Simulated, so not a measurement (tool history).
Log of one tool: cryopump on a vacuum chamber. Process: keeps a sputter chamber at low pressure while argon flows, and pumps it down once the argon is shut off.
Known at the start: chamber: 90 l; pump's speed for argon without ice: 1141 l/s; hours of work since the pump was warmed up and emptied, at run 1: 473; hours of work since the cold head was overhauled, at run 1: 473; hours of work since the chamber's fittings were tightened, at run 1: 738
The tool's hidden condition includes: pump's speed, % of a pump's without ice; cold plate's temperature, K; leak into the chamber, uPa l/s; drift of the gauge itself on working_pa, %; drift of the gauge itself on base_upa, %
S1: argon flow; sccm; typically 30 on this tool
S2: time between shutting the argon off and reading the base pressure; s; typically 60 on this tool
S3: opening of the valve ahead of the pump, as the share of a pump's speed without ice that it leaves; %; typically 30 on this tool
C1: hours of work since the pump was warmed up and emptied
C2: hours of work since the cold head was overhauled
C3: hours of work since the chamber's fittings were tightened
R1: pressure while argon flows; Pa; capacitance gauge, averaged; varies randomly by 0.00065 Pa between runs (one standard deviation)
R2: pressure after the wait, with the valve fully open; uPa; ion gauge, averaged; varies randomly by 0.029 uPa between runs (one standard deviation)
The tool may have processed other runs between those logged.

run      day  S1   S2  S3   C1    C2    C3      R1    R2
  1        0  30   60  30  473   473   738  0.1524  2.37
  2    2.396  30   60  30  500   500   765  0.1521  2.41
  3    6.596  30   60  30  546   546   811  0.1532  2.55
  4    9.375  30   60  30  577   577   842  0.1537  2.53
  5   12.492  30   60  30  612   612   876  0.1527   2.6
  6   14.662  30   60  30  636   636   900  0.1521  2.76
  7     18.3  30   60  30  676   676   941  0.1531  2.79
  8   20.954  30   60  30  705   705   970   0.154  2.77
  9   24.204  30   60  24  741   741  1006  0.1918  2.75
 10    26.75  30   53  30  769   769  1034  0.1543   3.1
 11   30.375  30   53  30  809   809  1074  0.1556  3.14
 12   33.621  30   25  30  845   845  1110  0.1558  4.54
 13   37.833  30   25  30  892   892  1157   0.156  4.69
 14   40.633  30   25  30  923   923  1188  0.1548  4.75
 15   43.504  30   60  30  955   955  1219  0.1561  3.25
      45.717  -- pump warmed up, emptied and cooled again
 16   46.771  30   60  30   12   988  1253   0.149  2.98
 17    50.15  30   60  30   49  1026  1291  0.1486  2.99
 18   53.196  30   60  30   83  1060  1324   0.149  3.13
 19   56.217  18   59  30  116  1093  1358  0.0899  3.19
 20   58.446  51   38  29  141  1118  1382   0.261  3.88
 21   61.183  58   21  56  171  1148  1413  0.1561  5.39
 22   64.983  24   60  17  213  1190  1455  0.2113  3.33
 23   66.808  17   60  50  233  1210  1475  0.0517  3.27
 24   69.125  17   60  50  259  1236  1500  0.0526   3.3
 25   72.117  23  117  17  292  1269  1534  0.2044  2.89
 26   75.208  23  117  17  326  1303  1568   0.202  3.01
 27   78.388  30  124  21  361  1338  1603  0.2161     3
      82.517  -- leaking fittings of the chamber tightened, without venting
 28   82.517  50   94  49  406  1383     0  0.1572  1.05
 29   85.358  29   74  30  438  1414    31  0.1467  1.27
 30   89.596  30   98  40  484  1461    78  0.1156  1.13
 31   92.208  30   98  40  513  1490   107  0.1162  1.24
 32   96.488  23   75  28  561  1537   155  0.1255  1.54
 33  100.279  23   75  28  603  1579   196  0.1261  1.56
 34  102.579  50  213  28  628  1605   222  0.2751     1

Branching from run 34: 3 alternative next runs. What would each branch give?
  A  105.846  15  133  28  664  1641  258   ?   ?
  B  105.846  59   32  30  664  1641  258   ?   ?
  C  105.846  60   55  32  664  1641  258   ?   ?

run      R1    R2
  A   0.083  1.23
  B  0.3033  2.84
  C  0.2911  1.97
Without the tool's hidden state the same runs would have given:
run      R1    R2
  A  0.0798  0.75
  B  0.2908  2.36
  C  0.2784  1.49
